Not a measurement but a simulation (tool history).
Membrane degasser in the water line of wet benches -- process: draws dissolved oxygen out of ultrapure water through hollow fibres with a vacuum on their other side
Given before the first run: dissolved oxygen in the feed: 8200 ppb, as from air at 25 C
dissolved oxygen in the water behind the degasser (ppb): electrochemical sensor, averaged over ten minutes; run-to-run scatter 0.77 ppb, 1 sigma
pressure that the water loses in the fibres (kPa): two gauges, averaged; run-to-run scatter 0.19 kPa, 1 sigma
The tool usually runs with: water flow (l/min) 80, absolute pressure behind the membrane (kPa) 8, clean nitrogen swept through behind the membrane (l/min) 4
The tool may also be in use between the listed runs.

run	hour	water flow (l/min)	absolute pressure behind the membrane (kPa)	clean nitrogen swept through behind the membrane (l/min)	dissolved oxygen in the water behind the degasser (ppb)	pressure that the water loses in the fibres (kPa)
1	0	80	8	4	211.4	41.51
2	89.7	80	8	4	211.7	41.74
3	178.7	80	10.02	4	297.1	41.8
4	264	79	8	4	210.6	41.5
5	323.8	79	8	4	210.3	41.4
6	420.1	80	8	6.91	131.8	42.32
7	480.3	80	8	4	212.7	41.86
8	569.6	80	8	4	211.6	42
9	635.3	80	8	4	214.1	41.91
10	711.7	80	8	4	213.3	41.56
11	769.6	58	8	4	159	30.5
12	884.5	80	8	4	214.7	42.26
13	965.5	80	8	4	213.9	42.48
14	1034.2	80	8	4	214.1	42.13
15	1108.2	80	8	4	213.5	42.21
16	1163.2	80	8	4	214.4	42.28
17	1257.3	125	9.11	1.94	667.3	65.46
18	1326.8	125	9.11	1.94	673	66.12
19	1427.6	120	8.55	1.67	648.6	63.46
20	1544.9	120	12.06	2.83	715.7	63.24
21	1613.5	80	6.45	4	147.5	42.51
22	1733.5	80	5.71	3.65	125.7	41.96
23	1789.2	80	5.71	3.65	126.4	42.35
24	1863.5	80	18.15	4.52	567	41.96
25	1967.7	77	18.15	2.28	950.8	40.84
26	2020.1	83	13.33	4	453.3	43.69
27	2135.6	83	13.33	4	449.6	43.88
28	2248.1	95	13.33	4.07	499.5	50.3
29	2321.4	95	13.33	4.07	501.9	50.08
30	2379.6	110	15.35	3.87	700.8	58.55
31	2480.5	121	10.92	7.14	313.4	63.86
32	2552.5	48	10.92	2.11	375.1	25.42

Predict each of these 3 candidate next runs independently; none follows another, all start after run 32:
A	2669.9	105	19.7	3.71	?	?
B	2669.9	80	18.94	7.73	?	?
C	2669.9	90	8.47	4	?	?

run	dissolved oxygen in the water behind the degasser (ppb)	pressure that the water loses in the fibres (kPa)
A	921.6	55.67
B	373.9	42.45
C	263.8	47.4
Stripped of hidden state, with their random variation kept, the same runs would have yielded:
run	dissolved oxygen in the water behind the degasser (ppb)	pressure that the water loses in the fibres (kPa)
A	914	54.52
B	369.9	41.57
C	257.8	46.42
